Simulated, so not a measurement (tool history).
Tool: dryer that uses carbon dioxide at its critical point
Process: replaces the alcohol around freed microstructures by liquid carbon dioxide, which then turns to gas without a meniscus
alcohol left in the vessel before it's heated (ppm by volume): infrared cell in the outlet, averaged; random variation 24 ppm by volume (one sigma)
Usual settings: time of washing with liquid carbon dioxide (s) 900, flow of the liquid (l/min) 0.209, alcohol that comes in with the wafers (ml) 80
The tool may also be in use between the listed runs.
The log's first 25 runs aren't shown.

run    hour  time of washing with liquid carbon dioxide (s)  flow of the liquid (l/min)  alcohol that comes in with the wafers (ml)  hours of work since the filter was changed  hours of work since the purifier's bed was changed  alcohol left in the vessel before it's heated (ppm by volume)
 26    1189                                             840                       0.253                                          74                                          64                                                 595                                                            963
 27  1253.7                                            1080                       0.171                                          47                                          84                                                 616                                                           1397
 28  1324.7                                             900                       0.154                                          63                                         107                                                 638                                                           5353
     1341.4  -- purifier's bed changed
 29  1390.2                                            1440                       0.154                                          60                                         126                                                  15                                                            816
 30    1458                                             840                       0.186                                          20                                         148                                                  37                                                           1208
     1486.7  -- inlet filter changed
 31  1509.1                                             780                        0.13                                          28                                           7                                                  53                                                           4805
 32  1567.9                                             900                       0.187                                          58                                          26                                                  71                                                           2022
 33  1612.1                                             720                       0.187                                          34                                          40                                                  85                                                           2745
 34  1679.9                                             720                       0.209                                          26                                          61                                                 107                                                           1426
 35  1730.1                                            1320                       0.209                                         110                                          77                                                 123                                                            343
 36  1764.4                                             660                       0.209                                          21                                          88                                                 134                                                           1647
 37  1823.2                                            1140                       0.209                                          21                                         107                                                 152                                                            183
 38  1885.7                                             660                       0.197                                          67                                         126                                                 172                                                           6905
 39  1948.2                                             840                       0.217                                          22                                         146                                                 192                                                            700
     1983.1  -- inlet filter changed
 40  2006.9                                             720                       0.221                                          96                                           8                                                 210                                                           3892
 41    2042                                             900                       0.209                                          32                                          19                                                 221                                                            685
 42    2075                                            1200                       0.263                                          66                                          29                                                 232                                                             81
 43  2144.7                                             780                       0.209                                          23                                          51                                                 254                                                            951
 44  2215.2                                            1140                       0.239                                          40                                          74                                                 276                                                            157
 45  2277.9                                             840                       0.179                                          73                                          93                                                 296                                                           4530
 46  2314.8                                             840                       0.162                                          39                                         105                                                 308                                                           3465

3 ways to go on from here, each from the tool as it stands after run 46. What would each give?
  A  2366.5                                            1380                       0.175                                          80                                         121                                                 324                                                              ?
  B  2366.5                                             900                       0.144                                          80                                         121                                                 324                                                              ?
  C  2366.5                                            1260                       0.162                                          98                                         121                                                 324                                                              ?

run  alcohol left in the vessel before it's heated (ppm by volume)
  A                                                            662
  B                                                           8342
  C                                                           1933
Without the tool's hidden state the same runs would have given:
run  alcohol left in the vessel before it's heated (ppm by volume)
  A                                                            439
  B                                                           6830
  C                                                           1394
